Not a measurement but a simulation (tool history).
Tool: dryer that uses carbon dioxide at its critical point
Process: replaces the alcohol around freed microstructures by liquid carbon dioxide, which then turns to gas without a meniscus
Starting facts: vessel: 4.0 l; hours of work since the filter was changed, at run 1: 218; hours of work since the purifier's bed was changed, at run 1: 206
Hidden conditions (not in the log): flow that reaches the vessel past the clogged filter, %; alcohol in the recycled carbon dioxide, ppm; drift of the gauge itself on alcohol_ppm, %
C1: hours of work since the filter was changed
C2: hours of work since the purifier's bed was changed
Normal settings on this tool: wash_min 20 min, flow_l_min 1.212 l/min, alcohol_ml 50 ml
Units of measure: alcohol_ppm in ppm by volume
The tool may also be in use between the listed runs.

Run 1, hour 0: usual settings; C1 218; C2 206. Result: alcohol_ppm 292 ppm by volume.
Run 2, hour 18.5: usual settings; C1 225; C2 213. Result: alcohol_ppm 296 ppm by volume.
Run 3, hour 38.8: usual settings but flow_l_min 1.63 l/min; C1 232; C2 221. Result: alcohol_ppm 99 ppm by volume.
Run 4, hour 49.8: usual settings but flow_l_min 1.63 l/min, alcohol_ml 56 ml; C1 236; C2 225. Result: alcohol_ppm 127 ppm by volume.
Run 5, hour 61.9: usual settings but flow_l_min 1.63 l/min, alcohol_ml 56 ml; C1 241; C2 229. Result: alcohol_ppm 119 ppm by volume.
Run 6, hour 80.3: usual settings; C1 248; C2 236. Result: alcohol_ppm 303 ppm by volume.
Run 7, hour 96.3: usual settings but wash_min 18 min; C1 253; C2 242. Result: alcohol_ppm 452 ppm by volume.
Run 8, hour 110.3: usual settings but wash_min 22 min; C1 259; C2 247. Result: alcohol_ppm 237 ppm by volume.
Run 9, hour 128.9: usual settings but wash_min 22 min; C1 265; C2 254. Result: alcohol_ppm 237 ppm by volume.
Run 10, hour 145.6: usual settings but wash_min 22 min; C1 272; C2 260. Result: alcohol_ppm 247 ppm by volume.
Run 11, hour 161.6: usual settings but wash_min 22 min; C1 277; C2 266. Result: alcohol_ppm 245 ppm by volume.
Run 12, hour 172.8: usual settings but wash_min 22 min; C1 281; C2 270. Result: alcohol_ppm 240 ppm by volume.
Run 13, hour 188.3: usual settings but wash_min 22 min; C1 287; C2 276. Result: alcohol_ppm 248 ppm by volume.
Run 14, hour 206.9: usual settings but wash_min 18 min; C1 294; C2 282. Result: alcohol_ppm 486 ppm by volume.
Run 15, hour 225.2: usual settings but wash_min 18 min; C1 301; C2 289. Result: alcohol_ppm 487 ppm by volume.
Run 16, hour 240.4: usual settings but flow_l_min 1.92 l/min, alcohol_ml 23 ml; C1 306; C2 295. Result: alcohol_ppm 69 ppm by volume.
Run 17, hour 251.1: usual settings but flow_l_min 0.79 l/min, alcohol_ml 77 ml; C1 310; C2 299. Result: alcohol_ppm 1812 ppm by volume.
Run 18, hour 273.5: usual settings but wash_min 22 min, alcohol_ml 48 ml; C1 318; C2 307. Result: alcohol_ppm 257 ppm by volume.
Run 19, hour 286.2: usual settings but wash_min 22 min, alcohol_ml 48 ml; C1 323; C2 312. Result: alcohol_ppm 256 ppm by volume.
At hour 302.3: inlet filter changed.
Run 20, hour 307.1: usual settings but wash_min 22 min, alcohol_ml 48 ml; C1 2; C2 319. Result: alcohol_ppm 166 ppm by volume.
Run 21, hour 326.6: usual settings but wash_min 13 min, flow_l_min 0.9 l/min, alcohol_ml 77 ml; C1 9; C2 326. Result: alcohol_ppm 2512 ppm by volume.
Run 22, hour 346.5: usual settings but wash_min 31 min, flow_l_min 1.46 l/min, alcohol_ml 46 ml; C1 16; C2 333. Result: alcohol_ppm 65 ppm by volume.
Run 23, hour 360.6: usual settings but wash_min 27 min, flow_l_min 1.77 l/min, alcohol_ml 46 ml; C1 21; C2 338. Result: alcohol_ppm 65 ppm by volume.
Run 24, hour 379.4: usual settings but wash_min 25 min, flow_l_min 1.67 l/min, alcohol_ml 118 ml; C1 28; C2 345. Result: alcohol_ppm 76 ppm by volume.
Run 25, hour 391.3: usual settings but flow_l_min 1.68 l/min, alcohol_ml 76 ml; C1 33; C2 350. Result: alcohol_ppm 111 ppm by volume.
Run 26, hour 401.3: usual settings but wash_min 29 min, flow_l_min 1.68 l/min, alcohol_ml 28 ml; C1 36; C2 353. Result: alcohol_ppm 70 ppm by volume.
Run 27, hour 410.8: usual settings but wash_min 29 min, flow_l_min 1.68 l/min, alcohol_ml 28 ml; C1 40; C2 357. Result: alcohol_ppm 61 ppm by volume.
Run 28, hour 433.3: usual settings but wash_min 29 min, flow_l_min 1.68 l/min, alcohol_ml 28 ml; C1 48; C2 365. Result: alcohol_ppm 77 ppm by volume.
Run 29, hour 445.2: usual settings but wash_min 29 min, flow_l_min 1.68 l/min, alcohol_ml 28 ml; C1 52; C2 370. Result: alcohol_ppm 84 ppm by volume.

Alternative continuations, all from the tool just after run 29; predict every row:
Run A, hour 463.5: usual settings but wash_min 15 min, flow_l_min 1.04 l/min; C1 59; C2 376. Result: alcohol_ppm ?.
Run B, hour 463.5: usual settings but wash_min 29 min, flow_l_min 1.68 l/min, alcohol_ml 31 ml; C1 59; C2 376. Result: alcohol_ppm ?.
Run C, hour 463.5: usual settings but wash_min 29 min, flow_l_min 0.88 l/min, alcohol_ml 47 ml; C1 59; C2 376. Result: alcohol_ppm ?.

run  alcohol_ppm
  A          923
  B           73
  C          217
With no hidden state in the tool, these same runs would have given:
run  alcohol_ppm
  A          795
  B            9
  C          136
